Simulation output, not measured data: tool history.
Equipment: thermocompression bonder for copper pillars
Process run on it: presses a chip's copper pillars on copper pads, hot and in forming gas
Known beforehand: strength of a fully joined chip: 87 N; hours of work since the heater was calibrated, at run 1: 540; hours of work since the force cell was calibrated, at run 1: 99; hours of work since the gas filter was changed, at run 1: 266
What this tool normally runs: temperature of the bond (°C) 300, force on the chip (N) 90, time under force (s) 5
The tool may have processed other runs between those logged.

run    day  temperature of the bond (°C)  force on the chip (N)  time under force (s)  hours of work since the heater was calibrated  hours of work since the force cell was calibrated  hours of work since the gas filter was changed  force that shears a chip off (N)
  1  0.000                           300                     90                     5                                            540                                                 99                                             266                              30.8
  2  0.300                           300                     90                     5                                            544                                                104                                             271                              30.9
  3  0.662                           327                     90                     5                                            550                                                110                                             277                              38.7
  4  1.021                           327                     90                     5                                            556                                                115                                             282                              38.4
  5  1.233                           327                     90                     5                                            559                                                119                                             286                              38.4
  6  1.554                           327                     90                     5                                            564                                                124                                             291                              38.1
  7  1.875                           300                     90                     4                                            569                                                129                                             296                              28.3
  8  2.058                           300                     90                     4                                            572                                                132                                             298                              28.3
  9  2.233                           300                     90                     5                                            575                                                134                                             301                              31.0
 10  2.454                           300                     90                     5                                            578                                                138                                             305                              31.1
 11  2.729                           300                     90                     5                                            582                                                142                                             309                              30.7
 12  3.021                           300                     90                     5                                            587                                                147                                             314                              30.9
 13  3.346                           300                     90                     5                                            592                                                152                                             319                              30.8
 14  3.679                           300                     90                     5                                            597                                                157                                             324                              30.6
 15  3.867                           300                     63                     5                                            600                                                160                                             327                              25.8
 16  4.021                           300                     63                     5                                            603                                                162                                             329                              25.8
 17  4.342                           293                     90                     5                                            608                                                167                                             334                              28.7
 18  4.579                           293                     90                     5                                            612                                                171                                             338                              28.9
 19  4.788                           300                     60                    10                                            615                                                174                                             341                              33.3
     4.871  -- force cell calibrated
 20  5.158                           315                     90                     3                                            620                                                  5                                             346                              28.5
 21  5.467                           315                     90                     3                                            625                                                  9                                             351                              28.9
 22  5.738                           296                     57                     8                                            629                                                 14                                             355                              28.2
 23  6.067                           270                     90                    12                                            634                                                 19                                             361                              32.8
 24  6.242                           298                    109                     5                                            637                                                 22                                             363                              33.8
 25  6.425                           289                    130                     5                                            640                                                 24                                             366                              33.9
 26  6.800                           328                     63                     4                                            645                                                 30                                             372                              30.1
 27  6.975                           280                     63                    12                                            648                                                 33                                             375                              30.6
     7.158  -- force cell calibrated, once more
 28  7.246                           321                     75                    12                                            651                                                  1                                             378                              45.6
 29  7.454                           321                     75                     4                                            655                                                  5                                             381                              30.9
 30  7.617                           321                     75                     4                                            657                                                  7                                             384                              30.6
 31  7.858                           295                     56                     7                                            661                                                 11                                             388                              26.4
 32  8.217                           295                     56                     7                                            667                                                 17                                             393                              26.3
 33  8.554                           300                     58                     5                                            672                                                 22                                             399                              24.6
 34  8.817                           300                     58                     5                                            676                                                 26                                             403                              24.7

For each run, the measured value with the value that run would have given without the tool's hidden condition subtracted. The run-to-run variation is shared by both, the gauge scatter possibly not:
The hidden state here: true temperature of the bond over the reading, C; force that reaches the chip, % of what is set; oxide that the forming gas leaves, % of the face; drift of the gauge itself on shear_n, %.
run  force that shears a chip off (N)
  1                              +0.3
  2                              +0.2
  3                              +0.1
  4                              +0.1
  5                              +0.1
  6                              +0.2
  7                              +0.3
  8                              +0.2
  9                              +0.3
 10                              +0.2
 11                              +0.2
 12                              +0.3
 13                              +0.2
 14                              +0.2
 15                              +0.3
 16                              +0.2
 17                              +0.2
 18                              +0.2
 19                              +0.3
 20                              +0.2
 21                              +0.2
 22                              +0.2
 23                              +0.4
 24                              +0.2
 25                              +0.3
 26                              +0.2
 27                              +0.3
 28                              -0.1
 29                              +0.1
 30                              +0.1
 31                              +0.2
 32                              +0.2
 33                              +0.2
 34                              +0.2
